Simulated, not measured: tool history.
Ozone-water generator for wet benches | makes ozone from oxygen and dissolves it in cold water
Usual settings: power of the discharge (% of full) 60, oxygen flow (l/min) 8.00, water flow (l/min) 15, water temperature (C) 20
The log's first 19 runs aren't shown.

run,hour,power of the discharge (% of full),oxygen flow (l/min),water flow (l/min),water temperature (C),hours of work since the electrodes were changed,hours of work since the contactor was cleaned,hours of work since the thermometer was calibrated,dissolved ozone (ppm),ozone in the gas ahead of the water (g/m3)
20,1307.0,61,7.88,11,18,2739,5394,221,39.4,219.6
21,1390.1,97,7.88,20,18,2795,5450,277,42.7,328.2
22,1449.2,94,5.47,20,18,2835,5490,317,40.5,378.4
23,1546.5,58,5.47,16,17,2900,5556,382,32.0,248.2
24,1588.5,58,5.47,23,27,2929,5584,411,21.2,247.6
25,1659.3,58,13.31,18,27,2976,5632,458,22.6,169.6
26,1749.4,58,13.31,18,27,3037,5693,519,22.6,170.5
27,1804.7,50,10.13,18,27,3074,5730,556,21.0,167.9
28,1850.2,42,14.01,13,19,3105,5761,587,23.5,127.8
29,1892.7,60,4.84,20,20,3134,5789,616,25.9,270.7
30,1970.5,80,7.72,16,19,3186,5842,668,40.0,280.8
31,2058.9,80,7.72,16,19,3246,5901,728,39.6,279.3

The next listed run, before its measurement:
32,2130.7,80,7.72,16,19,3294,5950,776,?,?

Run 32 gave dissolved ozone (ppm) 39.8, ozone in the gas ahead of the water (g/m3) 280.9.
Without the tool's hidden state the same run would have given dissolved ozone (ppm) 41.6, ozone in the gas ahead of the water (g/m3) 281.1.
